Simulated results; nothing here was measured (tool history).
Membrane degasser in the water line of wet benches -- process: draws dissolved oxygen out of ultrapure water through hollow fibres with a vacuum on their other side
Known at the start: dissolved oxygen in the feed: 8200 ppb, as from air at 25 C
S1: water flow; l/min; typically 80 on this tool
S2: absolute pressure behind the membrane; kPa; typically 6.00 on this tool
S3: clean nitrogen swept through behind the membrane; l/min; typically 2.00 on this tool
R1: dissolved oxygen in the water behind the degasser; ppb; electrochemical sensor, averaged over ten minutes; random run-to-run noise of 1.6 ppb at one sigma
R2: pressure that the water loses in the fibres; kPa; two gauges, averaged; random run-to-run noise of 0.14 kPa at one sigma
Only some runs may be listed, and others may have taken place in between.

| run | hour | S1 | S2 | S3 | R1 | R2 |
|---|---|---|---|---|---|---|
| 1 | 0.0 | 80 | 6.00 | 2.00 | 242.0 | 31.17 |
| 2 | 55.2 | 70 | 6.00 | 2.00 | 216.0 | 27.24 |
| 3 | 126.8 | 70 | 6.00 | 2.00 | 213.3 | 27.30 |
| 4 | 192.1 | 70 | 8.62 | 2.00 | 387.4 | 27.24 |
| 5 | 231.3 | 70 | 8.62 | 2.00 | 395.6 | 27.03 |
| 6 | 269.2 | 70 | 8.62 | 1.30 | 539.6 | 27.03 |
| 7 | 319.5 | 70 | 8.62 | 1.30 | 539.2 | 27.12 |
| 8 | 369.6 | 70 | 8.62 | 1.30 | 543.6 | 27.33 |
| 9 | 410.5 | 70 | 8.62 | 1.30 | 541.2 | 27.29 |
| 10 | 477.1 | 70 | 8.62 | 1.30 | 541.2 | 27.35 |
| 11 | 532.9 | 70 | 8.62 | 1.30 | 550.3 | 27.30 |
| 12 | 572.8 | 80 | 6.00 | 1.96 | 249.2 | 31.07 |
| 13 | 650.1 | 62 | 6.00 | 2.25 | 174.9 | 24.36 |
| 14 | 702.3 | 66 | 7.12 | 2.30 | 250.8 | 25.96 |
| 15 | 736.3 | 66 | 7.12 | 2.30 | 250.2 | 25.75 |
| 16 | 779.3 | 54 | 5.65 | 1.70 | 173.4 | 20.99 |
| 17 | 858.4 | 59 | 6.00 | 1.15 | 287.4 | 23.01 |
| 18 | 894.1 | 111 | 6.00 | 0.86 | 550.1 | 42.92 |
| 19 | 939.8 | 80 | 9.86 | 2.00 | 535.0 | 30.94 |
| 20 | 1011.5 | 69 | 4.63 | 2.00 | 121.1 | 26.81 |
| 21 | 1056.2 | 80 | 11.67 | 3.81 | 399.5 | 31.33 |
| 22 | 1110.7 | 60 | 11.67 | 1.27 | 741.6 | 23.63 |
| 23 | 1177.0 | 60 | 11.67 | 1.27 | 735.6 | 23.46 |

Branching from run 23: 3 alternative next runs. What would each branch give?
| A | 1251.4 | 80 | 6.00 | 2.00 | ? | ? |
| B | 1251.4 | 60 | 11.67 | 1.81 | ? | ? |
| C | 1251.4 | 76 | 6.00 | 2.00 | ? | ? |

| run | R1 | R2 |
|---|---|---|
| A | 248.8 | 31.27 |
| B | 561.7 | 23.39 |
| C | 235.3 | 29.84 |
Take away the tool's hidden state, keep each run's random variation, and the runs would have read:
| run | R1 | R2 |
|---|---|---|
| A | 229.2 | 30.94 |
| B | 546.1 | 23.14 |
| C | 216.7 | 29.52 |
